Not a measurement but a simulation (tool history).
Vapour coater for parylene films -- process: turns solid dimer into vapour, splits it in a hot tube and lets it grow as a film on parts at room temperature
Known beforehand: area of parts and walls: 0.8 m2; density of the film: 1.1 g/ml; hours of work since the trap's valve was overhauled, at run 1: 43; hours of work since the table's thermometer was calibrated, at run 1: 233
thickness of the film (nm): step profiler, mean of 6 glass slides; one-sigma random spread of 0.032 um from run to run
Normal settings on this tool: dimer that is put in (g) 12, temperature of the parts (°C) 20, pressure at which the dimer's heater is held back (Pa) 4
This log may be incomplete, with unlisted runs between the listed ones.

| run | hour | dimer that is put in (g) | temperature of the parts (°C) | pressure at which the dimer's heater is held back (Pa) | hours of work since the trap's valve was overhauled | hours of work since the table's thermometer was calibrated | thickness of the film (nm) |
|---|---|---|---|---|---|---|---|
| 1 | 0 | 12 | 20 | 4 | 43 | 233 | 8220 |
| 2 | 36.6 | 12 | 20 | 4 | 61 | 251 | 8160 |
| 3 | 62.3 | 12 | 20 | 4 | 74 | 264 | 8190 |
| 4 | 96.6 | 12 | 20 | 2.13 | 91 | 282 | 9320 |
| 5 | 133.3 | 12 | 20 | 2.13 | 110 | 300 | 9340 |
| 6 | 177.2 | 12 | 20 | 2.13 | 132 | 322 | 9240 |
| 7 | 202.9 | 12 | 20 | 2.13 | 145 | 335 | 9250 |
| 8 | 238.5 | 12 | 20 | 4.61 | 163 | 353 | 7810 |
| 9 | 257.3 | 12 | 20 | 4 | 172 | 362 | 7970 |
| 10 | 281.3 | 12 | 20 | 2.42 | 184 | 374 | 8950 |
| 11 | 323.6 | 12 | 20 | 4 | 205 | 396 | 7890 |
| 12 | 349.2 | 12 | 20 | 4 | 218 | 409 | 7930 |
| 13 | 391.5 | 8 | 20 | 4 | 240 | 430 | 5260 |
| 14 | 426.8 | 8 | 20 | 4 | 257 | 448 | 5250 |
| 15 | 449.1 | 8 | 20 | 4 | 268 | 459 | 5230 |
| 16 | 482.6 | 8 | 20 | 4 | 285 | 476 | 5260 |
| 17 | 502.9 | 7 | 20 | 2.69 | 296 | 486 | 4960 |
| 18 | 543.9 | 7 | 20 | 2.69 | 316 | 506 | 4940 |
| 19 | 566.1 | 7 | 20 | 2.69 | 327 | 518 | 4930 |
| 20 | 597.8 | 8 | 14 | 4 | 343 | 534 | 6550 |
| 21 | 633.8 | 6 | 14 | 8.12 | 361 | 552 | 4160 |
| 22 | 658.8 | 8 | 14 | 8.12 | 374 | 564 | 5530 |
| 23 | 698.3 | 8 | 14 | 8.12 | 394 | 584 | 5510 |
| 24 | 717.3 | 7 | 18 | 2.34 | 403 | 594 | 5420 |
| 25 | 741.6 | 7 | 18 | 2.34 | 416 | 606 | 5420 |
|  | 759.5 | trap's valve overhauled |
| 26 | 781.8 | 7 | 18 | 2.34 | 11 | 624 | 5900 |

Alternative continuations, all from the tool just after run 26; predict every row:
| A | 805 | 6 | 23 | 9.22 | 23 | 636 | ? |
| B | 805 | 11 | 18 | 2.34 | 23 | 636 | ? |
| C | 805 | 9 | 18 | 2.34 | 23 | 636 | ? |
| D | 805 | 12 | 26 | 4 | 23 | 636 | ? |
| E | 805 | 7 | 17 | 2.07 | 23 | 636 | ? |

| run | thickness of the film (nm) |
|---|---|
| A | 3040 |
| B | 9200 |
| C | 7580 |
| D | 6560 |
| E | 6250 |
The same runs, with their run-to-run variation unchanged, on a tool lacking any hidden condition would have given:
| run | thickness of the film (nm) |
|---|---|
| A | 3050 |
| B | 9230 |
| C | 7600 |
| D | 6580 |
| E | 6270 |
